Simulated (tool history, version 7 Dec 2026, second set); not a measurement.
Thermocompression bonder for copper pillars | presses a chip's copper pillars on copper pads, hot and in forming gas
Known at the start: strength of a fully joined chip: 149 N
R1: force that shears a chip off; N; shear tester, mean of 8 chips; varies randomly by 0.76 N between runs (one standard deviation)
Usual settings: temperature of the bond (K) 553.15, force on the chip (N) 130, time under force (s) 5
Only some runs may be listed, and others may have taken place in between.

run 1 hour=0 | temperature_of_the_bond_(K)=553.15 force_on_the_chip_(N)=130 time_under_force_(s)=5 | R1=55.3
run 2 hour=16.1 | temperature_of_the_bond_(K)=553.15 force_on_the_chip_(N)=130 time_under_force_(s)=5 | R1=55.3
run 3 hour=42 | temperature_of_the_bond_(K)=553.15 force_on_the_chip_(N)=130 time_under_force_(s)=5 | R1=53.8
run 4 hour=59.8 | temperature_of_the_bond_(K)=553.15 force_on_the_chip_(N)=138 time_under_force_(s)=5 | R1=57.5
run 5 hour=95.6 | temperature_of_the_bond_(K)=553.15 force_on_the_chip_(N)=130 time_under_force_(s)=5 | R1=54.8
-- hour=101 forming gas filter changed
run 6 hour=131.1 | temperature_of_the_bond_(K)=553.15 force_on_the_chip_(N)=130 time_under_force_(s)=5 | R1=56.9
run 7 hour=162.8 | temperature_of_the_bond_(K)=553.15 force_on_the_chip_(N)=130 time_under_force_(s)=14 | R1=80.8
run 8 hour=193.8 | temperature_of_the_bond_(K)=553.15 force_on_the_chip_(N)=130 time_under_force_(s)=14 | R1=81.6
run 9 hour=215.1 | temperature_of_the_bond_(K)=553.15 force_on_the_chip_(N)=130 time_under_force_(s)=14 | R1=79
run 10 hour=238.8 | temperature_of_the_bond_(K)=553.15 force_on_the_chip_(N)=130 time_under_force_(s)=14 | R1=79.3
run 11 hour=271.1 | temperature_of_the_bond_(K)=553.15 force_on_the_chip_(N)=130 time_under_force_(s)=11 | R1=74.2
run 12 hour=291.8 | temperature_of_the_bond_(K)=536.15 force_on_the_chip_(N)=130 time_under_force_(s)=5 | R1=47
run 13 hour=319.8 | temperature_of_the_bond_(K)=540.15 force_on_the_chip_(N)=130 time_under_force_(s)=5 | R1=47.6
run 14 hour=355.4 | temperature_of_the_bond_(K)=525.15 force_on_the_chip_(N)=130 time_under_force_(s)=4 | R1=37.2
run 15 hour=374.4 | temperature_of_the_bond_(K)=565.15 force_on_the_chip_(N)=94 time_under_force_(s)=11 | R1=57.5
run 16 hour=391.7 | temperature_of_the_bond_(K)=565.15 force_on_the_chip_(N)=94 time_under_force_(s)=11 | R1=58.8
-- hour=401.4 forming gas filter changed
run 17 hour=413.9 | temperature_of_the_bond_(K)=574.15 force_on_the_chip_(N)=116 time_under_force_(s)=10 | R1=80.5
run 18 hour=449.8 | temperature_of_the_bond_(K)=526.15 force_on_the_chip_(N)=116 time_under_force_(s)=4 | R1=32.8
run 19 hour=485.2 | temperature_of_the_bond_(K)=523.15 force_on_the_chip_(N)=116 time_under_force_(s)=9 | R1=45.7
run 20 hour=500.3 | temperature_of_the_bond_(K)=553.15 force_on_the_chip_(N)=192 time_under_force_(s)=13 | R1=103.6
run 21 hour=521.3 | temperature_of_the_bond_(K)=574.15 force_on_the_chip_(N)=86 time_under_force_(s)=13 | R1=63.3
run 22 hour=554.7 | temperature_of_the_bond_(K)=581.15 force_on_the_chip_(N)=86 time_under_force_(s)=6 | R1=49.6
run 23 hour=579.3 | temperature_of_the_bond_(K)=581.15 force_on_the_chip_(N)=86 time_under_force_(s)=6 | R1=48.7
run 24 hour=613.5 | temperature_of_the_bond_(K)=581.15 force_on_the_chip_(N)=78 time_under_force_(s)=6 | R1=44.2
run 25 hour=630.6 | temperature_of_the_bond_(K)=573.15 force_on_the_chip_(N)=126 time_under_force_(s)=3 | R1=50.9
run 26 hour=655.6 | temperature_of_the_bond_(K)=573.15 force_on_the_chip_(N)=126 time_under_force_(s)=3 | R1=51.3

Branching from run 26: 5 alternative next runs. What would each branch give?
run A hour=677.7 | temperature_of_the_bond_(K)=548.15 force_on_the_chip_(N)=95 time_under_force_(s)=13 | R1=?
run B hour=677.7 | temperature_of_the_bond_(K)=530.15 force_on_the_chip_(N)=115 time_under_force_(s)=3 | R1=?
run C hour=677.7 | temperature_of_the_bond_(K)=554.15 force_on_the_chip_(N)=130 time_under_force_(s)=5 | R1=?
run D hour=677.7 | temperature_of_the_bond_(K)=553.15 force_on_the_chip_(N)=95 time_under_force_(s)=5 | R1=?
run E hour=677.7 | temperature_of_the_bond_(K)=573.15 force_on_the_chip_(N)=142 time_under_force_(s)=3 | R1=?

run=A R1=54.3
run=B R1=29.5
run=C R1=55
run=D R1=38.2
run=E R1=57.8
With no hidden state in the tool, these same runs would have given:
run=A R1=57.5
run=B R1=31.3
run=C R1=58.2
run=D R1=40.4
run=E R1=61
